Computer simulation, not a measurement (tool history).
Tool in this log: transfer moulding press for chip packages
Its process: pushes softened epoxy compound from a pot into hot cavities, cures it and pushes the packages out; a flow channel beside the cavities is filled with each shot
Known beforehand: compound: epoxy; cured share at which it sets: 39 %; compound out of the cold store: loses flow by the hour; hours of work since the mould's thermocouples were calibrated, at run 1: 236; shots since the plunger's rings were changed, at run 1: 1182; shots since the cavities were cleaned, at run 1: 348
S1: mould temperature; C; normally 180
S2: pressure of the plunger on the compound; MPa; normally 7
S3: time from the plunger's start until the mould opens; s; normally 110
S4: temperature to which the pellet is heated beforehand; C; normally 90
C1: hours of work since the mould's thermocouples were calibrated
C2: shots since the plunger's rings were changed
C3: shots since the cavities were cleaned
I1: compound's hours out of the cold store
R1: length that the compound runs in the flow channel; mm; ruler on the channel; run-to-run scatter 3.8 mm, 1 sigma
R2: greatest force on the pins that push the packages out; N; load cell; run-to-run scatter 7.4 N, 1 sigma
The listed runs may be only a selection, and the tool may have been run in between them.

Run 1, hour 0: usual settings; C1 236; C2 1182; C3 348; I1 21.7. Result: R1 800 mm, R2 385 N.
At hour 7: cavities cleaned with cleaning compound and waxed.
Run 2, hour 9.9: usual settings but S2 5.96 MPa; C1 243; C2 1296; C3 39; I1 15.3. Result: R1 749 mm, R2 321 N.
Run 3, hour 13.8: usual settings but S2 5.96 MPa; C1 246; C2 1349; C3 92; I1 28.3. Result: R1 718 mm, R2 307 N.
Run 4, hour 18.6: usual settings but S2 5.96 MPa; C1 250; C2 1414; C3 157; I1 47.5. Result: R1 668 mm, R2 340 N.
Run 5, hour 24.9: usual settings but S2 5.96 MPa; C1 255; C2 1500; C3 243; I1 46.6. Result: R1 672 mm, R2 350 N.
Run 6, hour 29.4: usual settings but S2 5.96 MPa; C1 258; C2 1560; C3 303; I1 15.1. Result: R1 750 mm, R2 396 N.
At hour 39.2: cavities cleaned with cleaning compound and waxed.
Run 7, hour 39.6: usual settings but S2 5.96 MPa; C1 265; C2 1678; C3 4; I1 28.2. Result: R1 711 mm, R2 305 N.
Run 8, hour 46: usual settings but S1 187 C, S2 5.96 MPa; C1 270; C2 1765; C3 91; I1 27.6. Result: R1 689 mm, R2 270 N.
Run 9, hour 52.9: usual settings but S1 187 C, S2 5.96 MPa; C1 275; C2 1859; C3 185; I1 22.7. Result: R1 698 mm, R2 287 N.
Run 10, hour 61.6: usual settings but S1 172 C; C1 282; C2 1977; C3 303; I1 37.4. Result: R1 794 mm, R2 613 N.
Run 11, hour 69.2: usual settings but S1 172 C; C1 288; C2 2081; C3 407; I1 29.9. Result: R1 814 mm, R2 664 N.
At hour 71.6: cavities cleaned with cleaning compound and waxed.
Run 12, hour 74.8: usual settings but S1 185 C, S2 8.54 MPa, S3 137 s; C1 291; C2 2136; C3 44; I1 19.1. Result: R1 854 mm, R2 251 N.
Run 13, hour 80.7: usual settings but S1 185 C, S2 8.54 MPa, S3 137 s; C1 296; C2 2215; C3 123; I1 43.4. Result: R1 779 mm, R2 263 N.
Run 14, hour 89.8: usual settings but S1 186 C, S2 6.06 MPa, S3 106 s; C1 303; C2 2339; C3 247; I1 30.2. Result: R1 684 mm, R2 313 N.
Run 15, hour 93.9: usual settings but S1 177 C, S2 8.39 MPa, S3 104 s, S4 84 C; C1 306; C2 2395; C3 303; I1 14.8. Result: R1 906 mm, R2 523 N.
Run 16, hour 98: usual settings but S1 177 C, S2 8.39 MPa, S3 104 s, S4 84 C; C1 310; C2 2451; C3 359; I1 44.2. Result: R1 810 mm, R2 502 N.
At hour 104.4: cavities cleaned with cleaning compound and waxed.
Run 17, hour 108.3: usual settings but S1 185 C, S2 7.04 MPa, S3 130 s, S4 93 C; C1 316; C2 2569; C3 52; I1 31. Result: R1 737 mm, R2 256 N.
Run 18, hour 117.5: usual settings but S1 174 C, S2 7.04 MPa, S3 130 s, S4 81 C; C1 324; C2 2694; C3 177; I1 33.1. Result: R1 782 mm, R2 369 N.
At hour 122.7: plunger's sealing rings changed.
Run 19, hour 124.6: usual settings but S1 173 C, S2 8.33 MPa, S3 131 s; C1 327; C2 26; C3 240; I1 10.6. Result: R1 961 mm, R2 443 N.
Run 20, hour 128.9: usual settings but S1 178 C, S2 5.99 MPa, S3 139 s, S4 87 C; C1 331; C2 85; C3 299; I1 27.9. Result: R1 735 mm, R2 313 N.

Entry by entry between the runs, the difference in hidden state between the last listed run before and the first listed run after:
In the gap between runs 1 and 2: cavities cleaned with cleaning compound and waxed (hour 7)
  true mould temperature over the reading, C: 0.62 -> 0.63; pressure that reaches the compound, % of what is set: 97.25 -> 97.02; grip of the stained cavities, % over clean ones': 30.1 -> 4.2
  measured minus no-state result, R1: -15 -> -14 mm; R2: +79 -> +2 N
In the gap between runs 6 and 7: cavities cleaned with cleaning compound and waxed (hour 39.2)
  true mould temperature over the reading, C: 0.66 -> 0.68; pressure that reaches the compound, % of what is set: 96.5 -> 96.27; grip of the stained cavities, % over clean ones': 26.7 -> 1.2
  measured minus no-state result, R1: -17 -> -16 mm; R2: +73 -> -7 N
In the gap between runs 11 and 12: cavities cleaned with cleaning compound and waxed (hour 71.6)
  pressure that reaches the compound, % of what is set: 95.45 -> 95.35; grip of the stained cavities, % over clean ones': 34.4 -> 6.7
  measured minus no-state result, R1: -24 -> -24 mm; R2: +142 -> +16 N
In the gap between runs 16 and 17: cavities cleaned with cleaning compound and waxed (hour 104.4)
  true mould temperature over the reading, C: 0.77 -> 0.79; pressure that reaches the compound, % of what is set: 94.72 -> 94.5; grip of the stained cavities, % over clean ones': 32.2 -> 7.1
  measured minus no-state result, R1: -27 -> -25 mm; R2: +102 -> +16 N
In the gap between runs 18 and 19: plunger's sealing rings changed (hour 122.7)
  true mould temperature over the reading, C: 0.8 -> 0.81; pressure that reaches the compound, % of what is set: 94.25 -> 99.91; grip of the stained cavities, % over clean ones': 18.3 -> 23.2
  measured minus no-state result, R1: -28 -> -6 mm; R2: +42 -> +62 N
